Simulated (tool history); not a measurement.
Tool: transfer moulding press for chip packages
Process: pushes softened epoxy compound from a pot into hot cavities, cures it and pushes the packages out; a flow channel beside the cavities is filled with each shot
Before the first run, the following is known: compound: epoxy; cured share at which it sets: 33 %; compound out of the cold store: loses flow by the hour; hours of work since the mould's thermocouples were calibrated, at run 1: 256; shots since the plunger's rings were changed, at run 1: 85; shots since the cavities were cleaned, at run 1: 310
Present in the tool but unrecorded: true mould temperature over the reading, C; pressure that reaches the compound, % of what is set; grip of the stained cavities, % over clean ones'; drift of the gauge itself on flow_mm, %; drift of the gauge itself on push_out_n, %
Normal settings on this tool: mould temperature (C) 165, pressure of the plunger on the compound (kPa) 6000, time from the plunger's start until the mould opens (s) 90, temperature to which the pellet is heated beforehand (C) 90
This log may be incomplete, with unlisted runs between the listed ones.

run	hour	mould temperature (C)	pressure of the plunger on the compound (kPa)	time from the plunger's start until the mould opens (s)	temperature to which the pellet is heated beforehand (C)	hours of work since the mould's thermocouples were calibrated	shots since the plunger's rings were changed	shots since the cavities were cleaned	incoming compound's hours out of the cold store	length that the compound runs in the flow channel (mm)	greatest force on the pins that push the packages out (N)
1	0.0	165	6000	90	90	256	85	310	26.0	950	333
# hour 70.0: cavities cleaned with cleaning compound and waxed
2	87.6	165	6000	90	90	295	847	156	38.4	887	326
# hour 141.5: mould's thermocouples calibrated
3	149.1	165	6000	90	90	3	1373	682	46.0	831	325
# hour 175.8: cavities cleaned with cleaning compound and waxed
4	210.9	165	6000	90	90	30	1907	310	14.9	1012	339
5	267.6	165	6000	90	90	56	2409	812	36.5	869	314
# hour 282.2: cavities cleaned with cleaning compound and waxed
6	337.3	165	6000	90	90	87	3012	487	14.6	1029	343
# hour 389.5: cavities cleaned with cleaning compound and waxed
7	404.9	165	6000	90	90	116	3597	137	8.6	1058	341
8	475.1	165	6000	90	90	148	4218	758	28.5	929	335
# hour 499.4: cavities cleaned with cleaning compound and waxed
# hour 534.3: plunger's sealing rings changed
9	552.8	165	6000	90	90	181	164	451	41.4	844	310
# hour 606.4: cavities cleaned with cleaning compound and waxed
10	627.9	165	6000	90	90	214	814	190	34.5	903	334
11	675.7	165	6000	90	90	235	1237	613	28.4	939	342
# hour 713.7: cavities cleaned with cleaning compound and waxed
12	757.4	165	6000	90	90	271	1947	387	12.6	1025	341
# hour 819.5: cavities cleaned with cleaning compound and waxed
13	819.5	165	6000	90	90	299	2483	0	23.9	959	344
# hour 866.5: mould's thermocouples calibrated
14	906.1	165	6000	90	90	18	3232	749	43.3	855	320
# hour 928.8: cavities cleaned with cleaning compound and waxed
15	984.9	160	5790	90	84	52	3915	496	26.7	938	455
# hour 1032.7: cavities cleaned with cleaning compound and waxed
16	1032.7	160	5790	90	84	73	4325	0	11.8	1032	459
# hour 1078.6: plunger's sealing rings changed
17	1089.7	158	6000	90	90	98	98	482	19.1	1014	533

Expected results for the next run?
# hour 1142.2: cavities cleaned with cleaning compound and waxed
18	1166.9	172	5750	90	90	132	768	218	10.1	?	?

Run 18 came out at length that the compound runs in the flow channel (mm) 1006, greatest force on the pins that push the packages out (N) 267.
Take away the tool's hidden state, keep the run-to-run variation as it was, and the same run would have given length that the compound runs in the flow channel (mm) 1006, greatest force on the pins that push the packages out (N) 266.
